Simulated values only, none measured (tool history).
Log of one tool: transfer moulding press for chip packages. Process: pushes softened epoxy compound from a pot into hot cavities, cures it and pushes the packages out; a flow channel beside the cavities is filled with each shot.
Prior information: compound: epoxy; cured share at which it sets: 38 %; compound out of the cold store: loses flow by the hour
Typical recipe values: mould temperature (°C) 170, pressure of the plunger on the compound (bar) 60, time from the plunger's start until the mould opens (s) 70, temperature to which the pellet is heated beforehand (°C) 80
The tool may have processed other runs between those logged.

run     day  mould temperature (°C)  pressure of the plunger on the compound (bar)  time from the plunger's start until the mould opens (s)  temperature to which the pellet is heated beforehand (°C)  incoming compound's hours out of the cold store  length that the compound runs in the flow channel (mm)  greatest force on the pins that push the packages out (N)
  1       0                     170                                             60                                                       70                                                         80                                             20.7                                                     874                                                        983
  2     0.9                     170                                             60                                                       70                                                         80                                             37.1                                                     813                                                        974
      1.362  -- cavities cleaned with cleaning compound and waxed
  3   2.129                     170                                             60                                                       70                                                         80                                             30.6                                                     832                                                        859
  4   3.304                     170                                             60                                                       70                                                         79                                             46.7                                                     780                                                        916
      3.858  -- cavities cleaned with cleaning compound and waxed
  5   4.588                     170                                             60                                                       70                                                         79                                             32.5                                                     822                                                        825
  6   5.254                     170                                             60                                                       70                                                         79                                             22.2                                                     853                                                        971
  7   5.842                     170                                             60                                                       70                                                         79                                             13.9                                                     893                                                       1026
      6.262  -- plunger's sealing rings changed
      6.475  -- cavities cleaned with cleaning compound and waxed
  8     7.1                     170                                             60                                                       93                                                         80                                             23.5                                                     872                                                        556
      7.721  -- mould's thermocouples calibrated
  9   8.317                     170                                             60                                                       70                                                         80                                             40.5                                                     798                                                        872
      9.079  -- cavities cleaned with cleaning compound and waxed
 10   9.429                     170                                             60                                                       70                                                         80                                             17.6                                                     888                                                        758
 11  10.496                     173                                           70.6                                                      103                                                         76                                             45.2                                                     835                                                        606
     11.592  -- cavities cleaned with cleaning compound and waxed
 12  11.592                     170                                             60                                                       50                                                         80                                             21.7                                                     872                                                       1547
 13  12.225                     170                                             60                                                       50                                                         80                                             10.6                                                     922                                                       1920

What does the tool deliver on the next run?
 14  13.458                     168                                           68.2                                                       70                                                         80                                               39                                                       ?                                                          ?

{"run 14": {"length that the compound runs in the flow channel (mm)": 857, "greatest force on the pins that push the packages out (N)": 981}}
Minus the tool's unlogged condition, the same run would have read length that the compound runs in the flow channel (mm) 874, greatest force on the pins that push the packages out (N) 714.
